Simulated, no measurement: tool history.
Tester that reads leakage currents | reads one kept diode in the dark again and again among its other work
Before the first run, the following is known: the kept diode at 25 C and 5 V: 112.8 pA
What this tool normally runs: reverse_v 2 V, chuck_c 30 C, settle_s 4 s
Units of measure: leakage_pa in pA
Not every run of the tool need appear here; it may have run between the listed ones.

run	day	reverse_v	chuck_c	settle_s	leakage_pa
1	0	2	30	4	97.83
2	1.988	2	30	4	97.06
3	3.917	2	30	4	96.21
4	5.021	2	30	4	96.91
# day 5.667: chuck's temperature calibrated
5	6.854	2	30	4	113.01
# day 7.667: probe card cleaned and baked
6	8.742	2	30	4	108.32
7	9.792	2	30	4	108.48
8	11.383	9.96	30	4	232.24
9	13.008	9.96	30	4	232.13
10	14.546	9.96	30	4	232.38
11	15.967	9.96	30	4	231.31
12	17.396	2	30	4	107.2
13	18.512	2	30	4	107.55
14	20.454	2	21	1.91	50.05
15	22.162	2	21	1.91	50.03
16	24.275	7.2	30	4	197.21
17	26.433	2	30	7.93	105.13
18	27.892	2	35	1.15	158.05
19	29.412	2	20	4	45.13
20	31.454	2	29	4	96.52
21	32.938	2.64	30	1.24	119.8
22	35.05	1.82	41	1.18	235.65
23	36.533	1.82	36	1.18	160.97

Each row is a separate what-if for the run after 23, all from the same tool condition, not one after another. Results?
A	38.617	1.82	36	1.31	?
B	38.617	15.72	21	1.85	?
C	38.617	11.17	20	4.39	?

run	leakage_pa
A	158.97
B	136.93
C	104.67
Had the tool no hidden state, the same runs would have come out as:
run	leakage_pa
A	170.86
B	140.8
C	108.21

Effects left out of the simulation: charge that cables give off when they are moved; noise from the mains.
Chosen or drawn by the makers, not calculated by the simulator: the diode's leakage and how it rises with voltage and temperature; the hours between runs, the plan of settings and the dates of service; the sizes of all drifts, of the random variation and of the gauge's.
